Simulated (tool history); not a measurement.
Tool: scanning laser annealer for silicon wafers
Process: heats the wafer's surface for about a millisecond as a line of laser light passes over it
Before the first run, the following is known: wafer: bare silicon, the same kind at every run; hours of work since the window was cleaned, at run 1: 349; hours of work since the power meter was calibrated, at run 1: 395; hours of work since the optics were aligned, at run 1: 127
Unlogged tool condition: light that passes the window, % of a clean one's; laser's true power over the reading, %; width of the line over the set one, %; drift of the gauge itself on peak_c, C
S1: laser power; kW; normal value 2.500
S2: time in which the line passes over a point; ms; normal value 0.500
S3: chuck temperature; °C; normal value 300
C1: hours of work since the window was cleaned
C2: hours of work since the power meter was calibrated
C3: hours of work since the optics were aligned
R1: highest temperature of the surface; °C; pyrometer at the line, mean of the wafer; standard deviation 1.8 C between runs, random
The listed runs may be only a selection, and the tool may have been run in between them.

Run 1, hour 0.0: usual settings; C1 349; C2 395; C3 127. Result: R1 1034 °C.
Run 2, hour 23.7: usual settings; C1 363; C2 409; C3 141. Result: R1 1032 °C.
Run 3, hour 42.9: usual settings; C1 374; C2 421; C3 152. Result: R1 1033 °C.
Run 4, hour 54.7: usual settings but S1 2.514 kW; C1 381; C2 428; C3 159. Result: R1 1038 °C.
Run 5, hour 69.6: usual settings but S1 2.514 kW; C1 390; C2 436; C3 168. Result: R1 1033 °C.
Run 6, hour 91.1: usual settings but S1 2.514 kW; C1 403; C2 449; C3 181. Result: R1 1035 °C.
Run 7, hour 107.8: usual settings but S1 2.514 kW; C1 412; C2 459; C3 191. Result: R1 1034 °C.
Run 8, hour 132.1: usual settings but S1 2.230 kW, S2 0.554 ms; C1 427; C2 473; C3 205. Result: R1 985 °C.
Run 9, hour 150.9: usual settings but S1 2.235 kW, S2 0.362 ms, S3 269 °C; C1 438; C2 485; C3 216. Result: R1 844 °C.
At hour 155.2: laser's power meter calibrated.
Run 10, hour 179.4: usual settings but S1 2.265 kW, S3 338 °C; C1 453; C2 14; C3 231. Result: R1 1006 °C.
Run 11, hour 200.1: usual settings but S1 2.230 kW, S2 0.536 ms, S3 310 °C; C1 465; C2 27; C3 243. Result: R1 987 °C.
Run 12, hour 224.6: usual settings but S2 0.598 ms, S3 324 °C; C1 480; C2 41; C3 258. Result: R1 1115 °C.
Run 13, hour 243.3: usual settings but S2 0.598 ms, S3 324 °C; C1 491; C2 52; C3 269. Result: R1 1114 °C.

How would selected steps in R1 from run to run divide? Give the signed amount a tool lacking its hidden state would still show from settings, what came in and random variation, and the signed amount left for the hidden state, including any gauge scatter that is not in both of the compared results.
Run 9 -> 10: S1 2.235 -> 2.265, S2 0.362 -> 0.500, S3 269 -> 338, laser's power meter calibrated. R1 +162 °C: hidden state -2, all else +164.
Run 11 -> 12: S1 2.230 -> 2.500, S2 0.536 -> 0.598, S3 310 -> 324. R1 +128 °C: hidden state -4, all else +132.
